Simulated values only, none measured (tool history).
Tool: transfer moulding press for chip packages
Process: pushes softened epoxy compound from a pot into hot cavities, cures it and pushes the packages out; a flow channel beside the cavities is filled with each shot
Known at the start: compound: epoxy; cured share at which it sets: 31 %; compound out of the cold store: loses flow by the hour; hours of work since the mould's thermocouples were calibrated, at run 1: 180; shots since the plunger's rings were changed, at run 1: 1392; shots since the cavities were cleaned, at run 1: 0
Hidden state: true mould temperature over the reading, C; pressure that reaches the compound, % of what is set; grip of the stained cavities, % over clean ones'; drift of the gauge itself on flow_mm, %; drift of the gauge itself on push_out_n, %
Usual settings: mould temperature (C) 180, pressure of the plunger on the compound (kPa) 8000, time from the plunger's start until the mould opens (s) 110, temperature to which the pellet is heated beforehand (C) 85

run,day,mould temperature (C),pressure of the plunger on the compound (kPa),time from the plunger's start until the mould opens (s),temperature to which the pellet is heated beforehand (C),hours of work since the mould's thermocouples were calibrated,shots since the plunger's rings were changed,shots since the cavities were cleaned,incoming compound's hours out of the cold store,length that the compound runs in the flow channel (mm),greatest force on the pins that push the packages out (N)
1,0,180,8000,110,85,180,1392,0,27.7,716,230
2,1.342,177,8000,110,85,194,1632,240,27.5,732,257
3,2.904,180,8000,110,87,210,1913,521,26.4,721,247
# day 3.392: cavities cleaned with cleaning compound and waxed
4,4.162,180,8000,110,87,223,2127,138,30.8,705,248
5,5.821,178,8000,110,85,240,2425,436,21.1,751,250
# day 6.683: cavities cleaned with cleaning compound and waxed
# day 7.662: plunger's sealing rings changed
6,8.508,178,8000,110,85,267,152,309,38.1,692,234
7,9.658,180,9830,110,85,279,358,515,28.5,795,237
# day 10.096: cavities cleaned with cleaning compound and waxed
8,11.925,172,8000,110,85,302,754,328,17.9,788,354
# day 13.375: cavities cleaned with cleaning compound and waxed
9,13.583,172,8000,110,85,318,1040,37,42.1,706,339
10,16.033,172,8000,110,85,344,1480,477,29.5,752,351
# day 16.658: cavities cleaned with cleaning compound and waxed
11,17.85,172,8000,110,85,362,1796,214,25,768,358
12,18.879,180,8000,101,85,373,1980,398,33.3,698,265
# day 19.971: cavities cleaned with cleaning compound and waxed
13,20.867,180,8000,101,85,393,2326,161,19.3,744,260
14,22.008,180,8000,110,93,405,2531,366,32.1,703,220
# day 23.071: plunger's sealing rings changed
# day 23.433: cavities cleaned with cleaning compound and waxed
15,24.229,182,8780,96,90,426,196,142,43.2,690,250
# day 24.821: mould's thermocouples calibrated
16,26.158,182,8330,96,85,14,528,474,44.3,672,244
# day 26.942: cavities cleaned with cleaning compound and waxed
17,27.45,174,8330,96,85,27,749,91,30.1,751,388
18,29.788,183,7010,116,92,51,1169,511,10.6,713,223
# day 30.204: cavities cleaned with cleaning compound and waxed
19,31.033,183,7010,116,92,64,1381,149,12.9,703,233
# day 33.458: cavities cleaned with cleaning compound and waxed
20,33.458,179,9670,91,87,88,1805,0,40.2,750,286
21,35.629,179,9670,91,87,111,2195,390,46.4,730,291
# day 36.725: cavities cleaned with cleaning compound and waxed
22,36.771,176,6250,109,85,122,2389,8,39,621,273
# day 38.733: plunger's sealing rings changed
23,38.767,176,6250,109,85,142,6,347,25.2,658,275

The next listed run, before its measurement:
# day 40.108: cavities cleaned with cleaning compound and waxed
24,41.146,179,9110,96,85,166,422,186,48,?,?

Run 24 gave length that the compound runs in the flow channel (mm) 702, greatest force on the pins that push the packages out (N) 270.
Without the tool's hidden state the same run would have given length that the compound runs in the flow channel (mm) 702, greatest force on the pins that push the packages out (N) 269.

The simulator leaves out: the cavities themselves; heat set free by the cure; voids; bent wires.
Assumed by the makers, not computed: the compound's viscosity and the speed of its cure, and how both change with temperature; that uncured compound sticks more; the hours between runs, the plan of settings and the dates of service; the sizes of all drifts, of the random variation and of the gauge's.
